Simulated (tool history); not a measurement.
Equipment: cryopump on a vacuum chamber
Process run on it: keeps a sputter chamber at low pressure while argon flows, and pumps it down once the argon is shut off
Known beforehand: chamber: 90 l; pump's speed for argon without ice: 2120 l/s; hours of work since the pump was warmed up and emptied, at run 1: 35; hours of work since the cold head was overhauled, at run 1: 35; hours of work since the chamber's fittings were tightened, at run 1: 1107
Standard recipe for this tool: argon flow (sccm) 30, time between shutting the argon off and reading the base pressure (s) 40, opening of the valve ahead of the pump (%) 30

run,hour,argon flow (sccm),time between shutting the argon off and reading the base pressure (s),opening of the valve ahead of the pump (%),hours of work since the pump was warmed up and emptied,hours of work since the cold head was overhauled,hours of work since the chamber's fittings were tightened,pressure while argon flows (Pa),pressure after the wait (uPa)
1,0,30,40,30,35,35,1107,0.0805,2.35
2,17.2,30,40,29,42,42,1115,0.0827,2.3
3,31,30,40,29,48,48,1121,0.0824,2.39
4,42,30,40,29,53,53,1125,0.0843,2.37
5,52.7,30,40,29,58,58,1130,0.0829,2.33
6,62.3,30,40,29,62,62,1134,0.0826,2.38
7,75.3,18,52,47,67,67,1140,0.0315,1.91
8,82.5,12,129,30,70,70,1143,0.0318,1.25
9,98,30,51,15,77,77,1149,0.1597,2.03
10,115.2,32,89,30,84,84,1157,0.0857,1.5

3 options for the next run, each taken on its own from the tool as it stands now. Forecast them:
A,122.8,13,89,30,88,88,1160,?,?
B,122.8,14,141,41,88,88,1160,?,?
C,122.8,44,40,47,88,88,1160,?,?

run,pressure while argon flows (Pa),pressure after the wait (uPa)
A,0.036,1.51
B,0.0278,1.23
C,0.075,2.34
With the hidden condition removed and each run's random variation left untouched, the same runs would have given:
run,pressure while argon flows (Pa),pressure after the wait (uPa)
A,0.0355,0.9
B,0.0273,0.61
C,0.0735,1.73
